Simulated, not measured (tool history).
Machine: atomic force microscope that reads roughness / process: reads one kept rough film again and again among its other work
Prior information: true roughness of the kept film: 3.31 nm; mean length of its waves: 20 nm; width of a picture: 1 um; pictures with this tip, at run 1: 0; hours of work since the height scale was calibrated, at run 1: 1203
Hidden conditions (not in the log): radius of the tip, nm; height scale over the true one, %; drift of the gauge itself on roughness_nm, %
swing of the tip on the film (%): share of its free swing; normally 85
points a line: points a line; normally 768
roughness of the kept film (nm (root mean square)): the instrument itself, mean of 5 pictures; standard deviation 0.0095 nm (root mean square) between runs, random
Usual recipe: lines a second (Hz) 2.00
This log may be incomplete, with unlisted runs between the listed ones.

| run | hour | lines a second (Hz) | swing of the tip on the film (%) | points a line | pictures with this tip | hours of work since the height scale was calibrated | roughness of the kept film (nm (root mean square)) |
|---|---|---|---|---|---|---|---|
| 1 | 0.0 | 2.00 | 85 | 768 | 0 | 1203 | 2.162 |
| 2 | 27.9 | 2.00 | 85 | 768 | 44 | 1222 | 2.177 |
| 3 | 61.4 | 2.00 | 85 | 768 | 97 | 1245 | 2.162 |
| 4 | 79.7 | 2.00 | 85 | 768 | 126 | 1258 | 2.166 |
| 5 | 116.0 | 2.00 | 69 | 768 | 183 | 1283 | 2.429 |
|  | 145.2 | new tip fitted |
| 6 | 145.2 | 2.00 | 69 | 768 | 0 | 1303 | 2.436 |
| 7 | 183.3 | 2.00 | 69 | 878 | 60 | 1329 | 2.421 |
| 8 | 218.5 | 2.00 | 69 | 878 | 115 | 1354 | 2.432 |
| 9 | 237.9 | 2.00 | 85 | 768 | 146 | 1367 | 2.158 |
| 10 | 279.6 | 2.00 | 85 | 475 | 212 | 1396 | 2.136 |
|  | 292.6 | new tip fitted |
| 11 | 302.4 | 3.75 | 85 | 475 | 15 | 1412 | 1.828 |
| 12 | 327.5 | 3.75 | 85 | 475 | 55 | 1429 | 1.830 |
|  | 353.6 | height scale calibrated on a step standard |
| 13 | 357.1 | 2.00 | 85 | 780 | 100 | 2 | 2.159 |
| 14 | 399.3 | 2.00 | 85 | 780 | 167 | 32 | 2.142 |
| 15 | 429.9 | 2.00 | 77 | 768 | 215 | 53 | 2.312 |
|  | 439.2 | new tip fitted |
| 16 | 451.1 | 2.88 | 87 | 768 | 19 | 67 | 1.931 |
| 17 | 485.7 | 1.19 | 66 | 298 | 74 | 91 | 2.499 |
| 18 | 519.5 | 1.19 | 66 | 298 | 127 | 115 | 2.498 |
| 19 | 547.8 | 2.70 | 85 | 768 | 172 | 134 | 2.023 |
|  | 584.8 | new tip fitted |
| 20 | 593.3 | 2.70 | 85 | 768 | 14 | 165 | 2.031 |
| 21 | 629.2 | 3.20 | 85 | 388 | 70 | 190 | 1.911 |
| 22 | 656.1 | 1.92 | 73 | 529 | 113 | 209 | 2.353 |

Here are 5 independent what-if runs from the current tool condition. What would each one return?
| A | 684.3 | 0.75 | 60 | 768 | 158 | 229 | ? |
| B | 684.3 | 1.61 | 85 | 503 | 158 | 229 | ? |
| C | 684.3 | 2.96 | 85 | 728 | 158 | 229 | ? |
| D | 684.3 | 1.92 | 89 | 386 | 158 | 229 | ? |
| E | 684.3 | 1.74 | 85 | 512 | 158 | 229 | ? |

| run | roughness of the kept film (nm (root mean square)) |
|---|---|
| A | 2.620 |
| B | 2.227 |
| C | 1.969 |
| D | 2.064 |
| E | 2.191 |
With no hidden state in the tool, these same runs would have given:
| run | roughness of the kept film (nm (root mean square)) |
|---|---|
| A | 2.625 |
| B | 2.231 |
| C | 1.972 |
| D | 2.067 |
| E | 2.195 |
